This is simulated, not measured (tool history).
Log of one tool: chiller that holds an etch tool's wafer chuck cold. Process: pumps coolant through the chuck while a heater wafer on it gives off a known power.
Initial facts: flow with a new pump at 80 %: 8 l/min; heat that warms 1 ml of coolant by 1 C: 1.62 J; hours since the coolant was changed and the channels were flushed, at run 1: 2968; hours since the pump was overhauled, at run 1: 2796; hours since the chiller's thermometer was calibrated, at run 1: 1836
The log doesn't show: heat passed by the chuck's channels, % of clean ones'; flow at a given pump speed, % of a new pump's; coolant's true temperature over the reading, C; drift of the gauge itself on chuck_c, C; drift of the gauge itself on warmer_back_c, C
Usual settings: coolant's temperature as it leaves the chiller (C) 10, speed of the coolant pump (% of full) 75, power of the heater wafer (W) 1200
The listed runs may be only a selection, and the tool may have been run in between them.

run,hour,coolant's temperature as it leaves the chiller (C),speed of the coolant pump (% of full),power of the heater wafer (W),hours since the coolant was changed and the channels were flushed,hours since the pump was overhauled,hours since the chiller's thermometer was calibrated,chuck's temperature once it has settled (K),how much warmer the coolant comes back (C)
1,0,10,75,1200,2968,2796,1836,302.65,6.5
2,110.3,10,75,1200,3078,2906,1947,302.65,6.55
3,162.4,20,75,1200,3131,2958,1999,312.55,6.6
4,230.8,20,75,1200,3199,3026,2067,312.85,6.61
5,338.3,10,75,1363,3306,3134,2175,305.65,7.54
6,410.7,10,75,1363,3379,3206,2247,305.55,7.57
7,523.2,10,75,1363,3491,3319,2360,305.75,7.56
8,587.6,10,75,1381,3556,3383,2424,306.25,7.65
9,672.7,10,75,1381,3641,3468,2509,306.05,7.68
# hour 682.2: chiller's thermometer calibrated
10,784.1,10,75,1381,3751,3579,102,306.85,7.81
11,838.7,4,95,1381,3806,3633,157,296.15,6.06
12,943.4,4,95,1381,3911,3738,261,296.25,6.09
13,1025.7,10,69,1184,3993,3820,344,305.45,7.36
# hour 1112: coolant changed, channels flushed
14,1160.2,10,69,1184,48,3949,472,303.65,7.29

Run 15, settings as shown, results not yet in. Your forecast:
15,1274.5,10,69,1184,163,4063,586,?,?

Run 15 measured chuck's temperature once it has settled (K) 303.75, how much warmer the coolant comes back (C) 7.45.
With no hidden state in the tool, this same run would have given chuck's temperature once it has settled (K) 301.25, how much warmer the coolant comes back (C) 6.44.
